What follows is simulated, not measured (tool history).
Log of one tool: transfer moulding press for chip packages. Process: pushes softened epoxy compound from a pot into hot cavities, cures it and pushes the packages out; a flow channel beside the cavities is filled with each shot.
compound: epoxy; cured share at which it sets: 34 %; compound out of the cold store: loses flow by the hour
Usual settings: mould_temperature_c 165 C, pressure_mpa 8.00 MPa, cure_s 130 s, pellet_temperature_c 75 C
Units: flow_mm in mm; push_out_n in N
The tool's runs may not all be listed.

run,hour,mould_temperature_c,pressure_mpa,cure_s,pellet_temperature_c,incoming compound's hours out of the cold store,flow_mm,push_out_n
1,0.0,165,8.00,130,75,45.6,771,527
2,8.5,165,6.01,130,75,24.7,743,637
3,14.9,165,6.01,130,75,18.9,760,646
4,25.3,165,8.00,130,75,32.1,815,742
# hour 28.5: plunger's sealing rings changed
5,34.3,165,8.00,130,75,23.2,944,750
6,41.1,165,8.00,148,75,24.0,945,679
7,49.0,165,8.00,112,75,23.1,935,1113
8,59.1,165,8.00,130,75,18.2,983,891
9,65.6,165,8.00,130,69,39.7,854,879
10,75.2,165,8.00,130,75,46.7,815,864
11,84.1,165,8.00,130,75,39.1,851,932
12,91.2,165,8.00,130,75,14.6,1007,970
13,99.3,165,8.00,130,75,13.5,993,986
14,106.7,165,8.00,130,75,17.9,982,994

The next listed run, before its measurement:
15,115.7,165,8.00,140,71,8.0,?,?

flow_mm: 1025 mm
push_out_n: 971 N
Without the tool's hidden state the same run would have given flow_mm 1034 mm, push_out_n 515 N.
